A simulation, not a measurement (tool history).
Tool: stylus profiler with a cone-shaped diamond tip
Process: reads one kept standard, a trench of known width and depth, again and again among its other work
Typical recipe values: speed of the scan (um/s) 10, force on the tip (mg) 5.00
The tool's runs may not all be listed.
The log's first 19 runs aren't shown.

| run | hour | speed of the scan (um/s) | force on the tip (mg) | scans with this tip | hours of work since the height scale was calibrated | depth of the trench (angstrom) | width of the trench's floor (nm) |
|---|---|---|---|---|---|---|---|
| 20 | 1639.5 | 18 | 2.02 | 18652 | 1666 | 5018.4 | 45830 |
|  | 1648.8 | height scale calibrated on a step standard |
| 21 | 1711.3 | 3 | 8.73 | 19258 | 47 | 5143.3 | 45910 |
| 22 | 1806.5 | 10 | 2.54 | 20066 | 120 | 5061.3 | 45830 |
| 23 | 1882.1 | 19 | 3.79 | 20708 | 177 | 5077.2 | 45740 |
| 24 | 1936.3 | 23 | 4.84 | 21168 | 218 | 5093.3 | 45640 |
| 25 | 2038.7 | 14 | 3.87 | 22038 | 296 | 5076.5 | 45740 |
| 26 | 2123.0 | 14 | 3.87 | 22754 | 360 | 5078.5 | 45680 |
| 27 | 2219.3 | 6 | 1.78 | 23572 | 433 | 5039.5 | 45610 |
| 28 | 2268.9 | 14 | 7.17 | 23993 | 470 | 5113.3 | 45550 |
| 29 | 2371.1 | 10 | 2.77 | 24860 | 548 | 5052.9 | 45480 |
| 30 | 2475.6 | 6 | 10.00 | 25748 | 627 | 5143.8 | 45510 |
| 31 | 2561.4 | 6 | 10.00 | 26477 | 692 | 5145.4 | 45520 |
| 32 | 2648.6 | 4 | 7.32 | 27217 | 758 | 5111.3 | 45470 |
| 33 | 2740.5 | 4 | 3.50 | 27998 | 828 | 5061.2 | 45370 |

Forecast each of these 5 alternatives for the next run:
| A | 2845.3 | 4 | 13.76 | 28887 | 908 | ? | ? |
| B | 2845.3 | 5 | 5.00 | 28887 | 908 | ? | ? |
| C | 2845.3 | 11 | 11.87 | 28887 | 908 | ? | ? |
| D | 2845.3 | 7 | 2.17 | 28887 | 908 | ? | ? |
| E | 2845.3 | 27 | 2.86 | 28887 | 908 | ? | ? |

| run | depth of the trench (angstrom) | width of the trench's floor (nm) |
|---|---|---|
| A | 5176.7 | 45330 |
| B | 5081.7 | 45360 |
| C | 5158.4 | 45340 |
| D | 5035.5 | 45320 |
| E | 5050.4 | 45160 |
With no hidden state in the tool, these same runs would have given:
| run | depth of the trench (angstrom) | width of the trench's floor (nm) |
|---|---|---|
| A | 5196.3 | 47340 |
| B | 5100.9 | 47370 |
| C | 5177.9 | 47350 |
| D | 5054.5 | 47330 |
| E | 5069.5 | 47170 |
